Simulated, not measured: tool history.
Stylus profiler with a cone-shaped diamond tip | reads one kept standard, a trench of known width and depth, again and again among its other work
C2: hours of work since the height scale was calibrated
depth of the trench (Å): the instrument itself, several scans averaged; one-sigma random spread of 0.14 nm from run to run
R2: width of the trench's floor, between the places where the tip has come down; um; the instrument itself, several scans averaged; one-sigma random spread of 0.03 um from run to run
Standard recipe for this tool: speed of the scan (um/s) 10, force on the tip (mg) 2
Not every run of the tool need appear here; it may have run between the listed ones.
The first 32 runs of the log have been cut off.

{"run": 33, "hour": 480.9, "speed of the scan (um/s)": 9, "force on the tip (mg)": 4.35, "scans with this tip": 4908, "C2": 45, "depth of the trench (Å)": 5070.7, "R2": 44.54}
{"run": 34, "hour": 495.8, "speed of the scan (um/s)": 9, "force on the tip (mg)": 4.35, "scans with this tip": 4980, "C2": 52, "depth of the trench (Å)": 5072, "R2": 44.5}
{"run": 35, "hour": 516.1, "speed of the scan (um/s)": 21, "force on the tip (mg)": 5.37, "scans with this tip": 5077, "C2": 62, "depth of the trench (Å)": 5082.9, "R2": 44.49}
{"run": 36, "hour": 535.1, "speed of the scan (um/s)": 21, "force on the tip (mg)": 5.37, "scans with this tip": 5168, "C2": 72, "depth of the trench (Å)": 5080.7, "R2": 44.37}
{"run": 37, "hour": 544.0, "speed of the scan (um/s)": 3, "force on the tip (mg)": 5.37, "scans with this tip": 5210, "C2": 76, "depth of the trench (Å)": 5081.7, "R2": 44.48}
{"run": 38, "hour": 558.4, "speed of the scan (um/s)": 3, "force on the tip (mg)": 5.37, "scans with this tip": 5280, "C2": 84, "depth of the trench (Å)": 5081, "R2": 44.45}
{"run": 39, "hour": 575.3, "speed of the scan (um/s)": 5, "force on the tip (mg)": 1.5, "scans with this tip": 5361, "C2": 92, "depth of the trench (Å)": 5035.4, "R2": 44.49}
{"run": 40, "hour": 588.0, "speed of the scan (um/s)": 15, "force on the tip (mg)": 5.73, "scans with this tip": 5421, "C2": 98, "depth of the trench (Å)": 5082.2, "R2": 44.45}
{"run": 41, "hour": 604.8, "speed of the scan (um/s)": 11, "force on the tip (mg)": 2.4, "scans with this tip": 5502, "C2": 107, "depth of the trench (Å)": 5047.7, "R2": 44.38}
{"run": 42, "hour": 619.4, "speed of the scan (um/s)": 2, "force on the tip (mg)": 1.11, "scans with this tip": 5572, "C2": 114, "depth of the trench (Å)": 5025.7, "R2": 44.44}
{"run": 43, "hour": 631.2, "speed of the scan (um/s)": 33, "force on the tip (mg)": 4.23, "scans with this tip": 5628, "C2": 120, "depth of the trench (Å)": 5067.7, "R2": 44.22}
{"run": 44, "hour": 649.7, "speed of the scan (um/s)": 13, "force on the tip (mg)": 5.39, "scans with this tip": 5717, "C2": 129, "depth of the trench (Å)": 5080.4, "R2": 44.37}
{"run": 45, "hour": 669.8, "speed of the scan (um/s)": 13, "force on the tip (mg)": 1.13, "scans with this tip": 5814, "C2": 139, "depth of the trench (Å)": 5026.2, "R2": 44.27}
{"run": 46, "hour": 679.7, "speed of the scan (um/s)": 13, "force on the tip (mg)": 1.13, "scans with this tip": 5861, "C2": 144, "depth of the trench (Å)": 5027.4, "R2": 44.24}
{"run": 47, "hour": 700.7, "speed of the scan (um/s)": 19, "force on the tip (mg)": 0.92, "scans with this tip": 5962, "C2": 155, "depth of the trench (Å)": 5023, "R2": 44.21}

Alternative continuations, all from the tool just after run 47; predict every row:
{"run": "A", "hour": 712.3, "speed of the scan (um/s)": 15, "force on the tip (mg)": 2.2, "scans with this tip": 6017, "C2": 161, "depth of the trench (Å)": "?", "R2": "?"}
{"run": "B", "hour": 712.3, "speed of the scan (um/s)": 7, "force on the tip (mg)": 0.77, "scans with this tip": 6017, "C2": 161, "depth of the trench (Å)": "?", "R2": "?"}
{"run": "C", "hour": 712.3, "speed of the scan (um/s)": 3, "force on the tip (mg)": 1.07, "scans with this tip": 6017, "C2": 161, "depth of the trench (Å)": "?", "R2": "?"}

run=A depth_of_the_trench_(Å)=5044.9 R2=44.29
run=B depth_of_the_trench_(Å)=5019.4 R2=44.28
run=C depth_of_the_trench_(Å)=5025.4 R2=44.29
Had the tool no hidden state, the same runs would have come out as:
run=A depth_of_the_trench_(Å)=5047.5 R2=45.57
run=B depth_of_the_trench_(Å)=5022 R2=45.56
run=C depth_of_the_trench_(Å)=5028 R2=45.58
